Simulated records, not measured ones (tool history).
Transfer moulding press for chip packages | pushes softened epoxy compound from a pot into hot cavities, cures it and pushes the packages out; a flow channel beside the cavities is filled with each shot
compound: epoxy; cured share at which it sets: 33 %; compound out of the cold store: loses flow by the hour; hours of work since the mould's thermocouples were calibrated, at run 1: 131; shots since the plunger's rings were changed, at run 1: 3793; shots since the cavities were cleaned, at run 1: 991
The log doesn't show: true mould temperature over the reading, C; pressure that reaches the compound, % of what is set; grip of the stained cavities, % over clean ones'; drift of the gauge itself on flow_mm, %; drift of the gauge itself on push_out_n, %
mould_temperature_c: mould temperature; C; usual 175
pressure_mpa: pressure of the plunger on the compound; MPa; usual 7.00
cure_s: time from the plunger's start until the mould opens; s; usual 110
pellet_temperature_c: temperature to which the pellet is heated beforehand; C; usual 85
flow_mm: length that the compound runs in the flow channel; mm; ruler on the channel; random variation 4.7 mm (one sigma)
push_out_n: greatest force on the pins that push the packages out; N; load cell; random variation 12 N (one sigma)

| run | hour | mould_temperature_c | pressure_mpa | cure_s | pellet_temperature_c | hours of work since the mould's thermocouples were calibrated | shots since the plunger's rings were changed | shots since the cavities were cleaned | incoming compound's hours out of the cold store | flow_mm | push_out_n |
|---|---|---|---|---|---|---|---|---|---|---|---|
| 1 | 0.0 | 175 | 7.00 | 110 | 85 | 131 | 3793 | 991 | 42.2 | 756 | 949 |
|  | 15.9 | cavities cleaned with cleaning compound and waxed |
| 2 | 45.5 | 181 | 7.00 | 110 | 85 | 159 | 4248 | 306 | 36.9 | 750 | 861 |
| 3 | 67.0 | 181 | 7.00 | 110 | 85 | 173 | 4471 | 529 | 23.5 | 784 | 887 |
| 4 | 108.4 | 181 | 7.00 | 110 | 85 | 200 | 4899 | 957 | 39.5 | 745 | 901 |
|  | 119.2 | cavities cleaned with cleaning compound and waxed, once more |
| 5 | 138.2 | 181 | 7.00 | 110 | 85 | 218 | 5191 | 196 | 31.1 | 752 | 561 |
| 6 | 185.3 | 181 | 7.00 | 110 | 85 | 248 | 5678 | 683 | 27.8 | 766 | 731 |
| 7 | 222.2 | 175 | 6.60 | 110 | 85 | 272 | 6060 | 1065 | 30.0 | 754 | 979 |
|  | 232.2 | cavities cleaned with cleaning compound and waxed |
|  | 251.4 | plunger's sealing rings changed |
| 8 | 264.6 | 175 | 6.60 | 110 | 85 | 296 | 136 | 309 | 41.2 | 759 | 728 |
| 9 | 293.7 | 175 | 6.60 | 110 | 85 | 315 | 437 | 610 | 15.6 | 833 | 898 |
| 10 | 322.7 | 175 | 6.60 | 110 | 85 | 334 | 737 | 910 | 43.2 | 742 | 936 |
|  | 347.5 | cavities cleaned with cleaning compound and waxed |
| 11 | 349.0 | 172 | 7.00 | 110 | 77 | 350 | 993 | 15 | 17.8 | 859 | 659 |
| 12 | 373.5 | 175 | 7.00 | 103 | 85 | 365 | 1247 | 269 | 8.8 | 882 | 843 |
| 13 | 404.2 | 175 | 7.00 | 103 | 85 | 385 | 1565 | 587 | 45.3 | 765 | 939 |
| 14 | 445.2 | 175 | 6.27 | 90 | 85 | 412 | 1989 | 1011 | 31.1 | 746 | 1462 |
|  | 458.8 | cavities cleaned with cleaning compound and waxed |
| 15 | 487.9 | 175 | 7.00 | 101 | 81 | 438 | 2415 | 302 | 9.3 | 861 | 933 |
|  | 508.1 | mould's thermocouples calibrated |
| 16 | 536.0 | 170 | 7.00 | 101 | 81 | 18 | 2892 | 779 | 25.8 | 830 | 1652 |
| 17 | 566.2 | 170 | 8.66 | 146 | 82 | 37 | 3204 | 1091 | 28.7 | 904 | 871 |
|  | 572.3 | cavities cleaned with cleaning compound and waxed |
| 18 | 599.4 | 170 | 8.66 | 146 | 82 | 58 | 3532 | 280 | 42.6 | 861 | 606 |
| 19 | 625.2 | 173 | 8.62 | 110 | 82 | 74 | 3799 | 547 | 23.7 | 899 | 989 |
| 20 | 657.2 | 173 | 8.62 | 110 | 82 | 95 | 4130 | 878 | 40.3 | 847 | 1070 |

Forecast each of these 3 alternatives for the next run:
|  | 683.9 | cavities cleaned with cleaning compound and waxed |
| A | 683.9 | 175 | 7.32 | 110 | 89 | 111 | 4390 | 0 | 44.8 | ? | ? |
|  | 683.9 | cavities cleaned with cleaning compound and waxed |
| B | 683.9 | 175 | 7.00 | 110 | 82 | 111 | 4390 | 0 | 12.3 | ? | ? |
|  | 683.9 | cavities cleaned with cleaning compound and waxed |
| C | 683.9 | 175 | 5.45 | 110 | 85 | 111 | 4390 | 0 | 9.2 | ? | ? |

| run | flow_mm | push_out_n |
|---|---|---|
| A | 762 | 503 |
| B | 844 | 576 |
| C | 757 | 554 |
Without the tool's hidden state the same runs would have given:
| run | flow_mm | push_out_n |
|---|---|---|
| A | 791 | 496 |
| B | 877 | 568 |
| C | 787 | 546 |

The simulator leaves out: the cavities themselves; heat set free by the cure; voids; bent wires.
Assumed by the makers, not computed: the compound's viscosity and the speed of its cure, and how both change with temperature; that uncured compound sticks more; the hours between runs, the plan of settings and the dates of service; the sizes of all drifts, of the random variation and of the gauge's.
